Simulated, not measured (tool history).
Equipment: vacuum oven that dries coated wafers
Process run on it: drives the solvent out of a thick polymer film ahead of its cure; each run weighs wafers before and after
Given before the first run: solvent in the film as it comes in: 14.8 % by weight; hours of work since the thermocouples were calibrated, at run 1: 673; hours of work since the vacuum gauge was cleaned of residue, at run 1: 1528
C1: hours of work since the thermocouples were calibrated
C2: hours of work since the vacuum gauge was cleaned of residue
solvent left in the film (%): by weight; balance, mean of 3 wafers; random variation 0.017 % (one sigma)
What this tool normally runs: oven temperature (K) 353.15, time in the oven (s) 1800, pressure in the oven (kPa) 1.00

Run 1, day 0.000: usual settings; C1 673; C2 1528. Result: solvent left in the film (%) 0.86.
Run 2, day 1.717: usual settings but time in the oven (s) 1200; C1 698; C2 1554. Result: solvent left in the film (%) 1.72.
Run 3, day 3.896: usual settings but time in the oven (s) 1200; C1 731; C2 1586. Result: solvent left in the film (%) 1.73.
Run 4, day 5.200: usual settings but time in the oven (s) 1200; C1 750; C2 1606. Result: solvent left in the film (%) 1.72.
Run 5, day 6.704: usual settings but time in the oven (s) 1200; C1 773; C2 1628. Result: solvent left in the film (%) 1.71.
Run 6, day 8.375: usual settings; C1 797; C2 1653. Result: solvent left in the film (%) 0.82.
Run 7, day 10.471: usual settings but time in the oven (s) 2400; C1 829; C2 1684. Result: solvent left in the film (%) 0.56.
Run 8, day 13.083: usual settings but time in the oven (s) 2400; C1 867; C2 1723. Result: solvent left in the film (%) 0.58.
Run 9, day 15.175: usual settings but pressure in the oven (kPa) 0.81; C1 899; C2 1754. Result: solvent left in the film (%) 0.76.
Run 10, day 17.792: usual settings but pressure in the oven (kPa) 0.81; C1 938; C2 1793. Result: solvent left in the film (%) 0.78.
Run 11, day 20.242: usual settings but pressure in the oven (kPa) 0.81; C1 974; C2 1830. Result: solvent left in the film (%) 0.78.
Run 12, day 22.725: usual settings but pressure in the oven (kPa) 0.81; C1 1011; C2 1867. Result: solvent left in the film (%) 0.78.
Run 13, day 24.271: usual settings but pressure in the oven (kPa) 0.81; C1 1034; C2 1890. Result: solvent left in the film (%) 0.76.
Run 14, day 26.904: usual settings but oven temperature (K) 368.15, time in the oven (s) 960, pressure in the oven (kPa) 0.81; C1 1073; C2 1929. Result: solvent left in the film (%) 0.31.
Run 15, day 29.417: usual settings but oven temperature (K) 348.15, pressure in the oven (kPa) 0.59; C1 1111; C2 1966. Result: solvent left in the film (%) 1.47.
At day 30.117: oven's thermocouples calibrated.
Run 16, day 30.675: usual settings but oven temperature (K) 340.15, pressure in the oven (kPa) 0.52; C1 8; C2 1984. Result: solvent left in the film (%) 4.64.
Run 17, day 32.304: usual settings but oven temperature (K) 340.15, time in the oven (s) 1620, pressure in the oven (kPa) 1.60; C1 33; C2 2008. Result: solvent left in the film (%) 5.49.
Run 18, day 33.533: usual settings but oven temperature (K) 340.15, time in the oven (s) 1620, pressure in the oven (kPa) 1.60; C1 51; C2 2026. Result: solvent left in the film (%) 5.45.
Run 19, day 34.754: usual settings but oven temperature (K) 368.15, pressure in the oven (kPa) 0.72; C1 69; C2 2044. Result: solvent left in the film (%) 0.24.
Run 20, day 36.358: usual settings but oven temperature (K) 365.15, time in the oven (s) 1080, pressure in the oven (kPa) 2.64; C1 93; C2 2068. Result: solvent left in the film (%) 0.86.

5 options for the next run, each taken on its own from the tool as it stands now. Forecast them:
Run A, day 38.229: usual settings but oven temperature (K) 349.15, time in the oven (s) 1080, pressure in the oven (kPa) 2.64; C1 121; C2 2096. Result: solvent left in the film (%) ?.
Run B, day 38.229: usual settings but oven temperature (K) 343.15; C1 121; C2 2096. Result: solvent left in the film (%) ?.
Run C, day 38.229: usual settings but oven temperature (K) 359.15, time in the oven (s) 1020, pressure in the oven (kPa) 3.00; C1 121; C2 2096. Result: solvent left in the film (%) ?.
Run D, day 38.229: usual settings but oven temperature (K) 346.15, time in the oven (s) 1920, pressure in the oven (kPa) 2.64; C1 121; C2 2096. Result: solvent left in the film (%) ?.
Run E, day 38.229: usual settings but oven temperature (K) 359.15, time in the oven (s) 2100; C1 121; C2 2096. Result: solvent left in the film (%) ?.

run  solvent left in the film (%)
  A                          4.30
  B                          3.73
  C                          1.83
  D                          3.12
  E                          0.47
With the hidden condition removed and each run's random variation left untouched, the same runs would have given:
run  solvent left in the film (%)
  A                          4.00
  B                          3.37
  C                          1.61
  D                          2.79
  E                          0.30

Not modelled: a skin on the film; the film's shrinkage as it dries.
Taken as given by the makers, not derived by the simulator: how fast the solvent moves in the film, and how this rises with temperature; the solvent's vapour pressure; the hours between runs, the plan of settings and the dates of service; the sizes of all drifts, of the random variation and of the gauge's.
